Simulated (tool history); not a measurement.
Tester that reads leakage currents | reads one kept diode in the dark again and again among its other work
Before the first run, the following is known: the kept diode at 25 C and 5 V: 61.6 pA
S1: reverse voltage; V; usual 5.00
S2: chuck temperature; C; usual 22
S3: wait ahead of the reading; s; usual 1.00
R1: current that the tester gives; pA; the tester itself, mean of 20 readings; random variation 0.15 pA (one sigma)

run 1 hour=0.0 | S1=5.00 S2=22 S3=1.00 | R1=52.70
run 2 hour=139.7 | S1=5.00 S2=22 S3=1.52 | R1=52.68
run 3 hour=222.6 | S1=5.00 S2=22 S3=6.70 | R1=52.51
run 4 hour=398.8 | S1=9.56 S2=22 S3=1.00 | R1=83.44
run 5 hour=542.7 | S1=9.56 S2=22 S3=1.00 | R1=83.62
run 6 hour=642.0 | S1=9.56 S2=22 S3=1.00 | R1=84.50
run 7 hour=731.5 | S1=10.84 S2=22 S3=5.29 | R1=90.97
run 8 hour=888.4 | S1=5.00 S2=25 S3=1.00 | R1=65.94
run 9 hour=1006.0 | S1=5.00 S2=25 S3=1.00 | R1=65.52
run 10 hour=1160.2 | S1=2.88 S2=25 S3=1.01 | R1=45.67

How would selected steps in R1 from run to run divide? Give the signed amount a tool lacking its hidden state would still show from settings, what came in and random variation, and the signed amount left for the hidden state, including any gauge scatter that is not in both of the compared results.
Unlogged tool condition in this case: stray current of the dirty probe card, pA a volt; current scale over the true one, %; true chuck temperature over the reading, C; drift of the gauge itself on leakage_pa, %.
Run 3 -> 4: S1 5.00 -> 9.56, S3 6.70 -> 1.00. R1 +30.93 pA: hidden state +6.92, all else +24.01.
Run 7 -> 8: S1 10.84 -> 5.00, S2 22 -> 25, S3 5.29 -> 1.00. R1 -25.03 pA: hidden state -11.10, all else -13.93.

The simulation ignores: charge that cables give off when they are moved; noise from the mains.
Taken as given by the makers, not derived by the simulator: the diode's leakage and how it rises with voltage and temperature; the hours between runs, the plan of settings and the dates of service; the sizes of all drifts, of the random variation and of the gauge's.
